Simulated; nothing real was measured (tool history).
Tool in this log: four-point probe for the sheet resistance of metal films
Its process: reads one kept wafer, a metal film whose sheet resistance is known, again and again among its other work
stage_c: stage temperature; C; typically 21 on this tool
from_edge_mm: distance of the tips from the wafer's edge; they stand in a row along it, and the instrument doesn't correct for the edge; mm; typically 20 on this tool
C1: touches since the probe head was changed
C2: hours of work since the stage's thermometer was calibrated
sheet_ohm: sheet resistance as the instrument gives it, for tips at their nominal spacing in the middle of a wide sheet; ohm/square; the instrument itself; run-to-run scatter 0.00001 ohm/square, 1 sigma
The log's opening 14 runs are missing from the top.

{"run": 15, "hour": 733.3, "stage_c": 21, "from_edge_mm": 10, "C1": 43895, "C2": 444, "sheet_ohm": 0.050245}
{"run": 16, "hour": 796.8, "stage_c": 21, "from_edge_mm": 7, "C1": 45991, "C2": 490, "sheet_ohm": 0.050712}
{"run": 17, "hour": 852.9, "stage_c": 21, "from_edge_mm": 7, "C1": 47840, "C2": 531, "sheet_ohm": 0.050719}
{"run": 18, "hour": 909.6, "stage_c": 21, "from_edge_mm": 20, "C1": 49712, "C2": 572, "sheet_ohm": 0.049921}
{"run": 19, "hour": 981.0, "stage_c": 21, "from_edge_mm": 20, "C1": 52069, "C2": 624, "sheet_ohm": 0.049964}
{"run": 20, "hour": 1058.9, "stage_c": 23, "from_edge_mm": 20, "C1": 54639, "C2": 680, "sheet_ohm": 0.049912}
{"run": 21, "hour": 1118.0, "stage_c": 31, "from_edge_mm": 19, "C1": 56591, "C2": 723, "sheet_ohm": 0.049773}
{"run": 22, "hour": 1159.2, "stage_c": 24, "from_edge_mm": 40, "C1": 57952, "C2": 753, "sheet_ohm": 0.049802}
{"run": 23, "hour": 1234.3, "stage_c": 22, "from_edge_mm": 20, "C1": 60428, "C2": 808, "sheet_ohm": 0.049924}
{"run": 24, "hour": 1303.2, "stage_c": 21, "from_edge_mm": 10, "C1": 62703, "C2": 858, "sheet_ohm": 0.050272}
{"run": 25, "hour": 1338.5, "stage_c": 22, "from_edge_mm": 46, "C1": 63866, "C2": 884, "sheet_ohm": 0.049808}
{"run": 26, "hour": 1392.2, "stage_c": 21, "from_edge_mm": 4, "C1": 65641, "C2": 923, "sheet_ohm": 0.052404}
{"run": 27, "hour": 1436.0, "stage_c": 21, "from_edge_mm": 4, "C1": 67085, "C2": 954, "sheet_ohm": 0.052394}
{"run": 28, "hour": 1495.6, "stage_c": 20, "from_edge_mm": 20, "C1": 69051, "C2": 998, "sheet_ohm": 0.049955}
{"run": 29, "hour": 1546.2, "stage_c": 20, "from_edge_mm": 20, "C1": 70723, "C2": 1035, "sheet_ohm": 0.049931}

The next listed run, before its measurement:
{"run": 30, "hour": 1611.8, "stage_c": 21, "from_edge_mm": 3, "C1": 72888, "C2": 1082, "sheet_ohm": "?"}

For run 30 the tool returned sheet_ohm 0.054187 ohm/square.
On a tool with no hidden condition, and with the same random variation, this run would have come out at sheet_ohm 0.054187 ohm/square.
